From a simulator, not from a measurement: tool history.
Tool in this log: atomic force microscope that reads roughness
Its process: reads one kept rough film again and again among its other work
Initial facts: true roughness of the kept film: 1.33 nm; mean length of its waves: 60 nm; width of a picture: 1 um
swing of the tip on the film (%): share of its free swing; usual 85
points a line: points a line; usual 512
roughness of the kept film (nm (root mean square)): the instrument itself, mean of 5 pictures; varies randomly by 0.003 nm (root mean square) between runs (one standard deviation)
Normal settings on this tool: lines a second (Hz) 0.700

run     day  lines a second (Hz)  swing of the tip on the film (%)  points a line  roughness of the kept film (nm (root mean square))
  1   0.000                0.700                                85            512                                               1.259
  2   0.862                0.700                                85            512                                               1.259
  3   1.771                0.700                                66            512                                               1.282
  4   2.350                0.700                                66            512                                               1.284
  5   3.217                0.700                                66            512                                               1.279
  6   4.108                0.700                                87            512                                               1.241
  7   4.542                3.685                                87            512                                               1.038
  8   5.333                0.700                                86            512                                               1.230
  9   6.100                0.700                                87            512                                               1.235
      6.217  -- height scale calibrated on a step standard
 10   6.892                0.700                                56            512                                               1.273
      7.433  -- new tip fitted
 11   7.633                0.669                                85            512                                               1.257
 12   8.442                0.669                                85            512                                               1.262
 13   9.354                0.669                                85            512                                               1.251
 14   9.758                0.669                                85            512                                               1.256
 15  10.192                0.669                                57            512                                               1.297
 16  10.788                0.688                                85            372                                               1.250
 17  11.704                0.688                                83            372                                               1.250
     11.992  -- height scale calibrated on a step standard, once more
 18  12.571                0.688                                83            372                                               1.250
 19  13.108                0.688                                83            372                                               1.242
 20  14.050                0.905                                61            512                                               1.270
 21  14.642                2.730                                85            575                                               1.111
 22  15.508                2.730                                85            575                                               1.105
     15.592  -- new tip fitted
 23  16.017                2.216                                85            434                                               1.155
 24  16.971                0.700                                72            296                                               1.277
 25  17.425                0.700                                72            376                                               1.274
 26  17.883                0.982                                62            376                                               1.277
 27  18.483                0.982                                62            376                                               1.279
 28  19.454                0.667                                62            280                                               1.282
 29  20.208                0.700                                85            459                                               1.245

Alternative continuations, all from the tool just after run 29; predict every row:
  A  20.608                0.569                                85            459                                                   ?
  B  20.608                3.328                                76            459                                                   ?
  C  20.608                0.700                                63            459                                                   ?

run  roughness of the kept film (nm (root mean square))
  A                                               1.250
  B                                               1.149
  C                                               1.278
Without the tool's unlogged condition, the same runs would have read:
run  roughness of the kept film (nm (root mean square))
  A                                               1.270
  B                                               1.168
  C                                               1.299
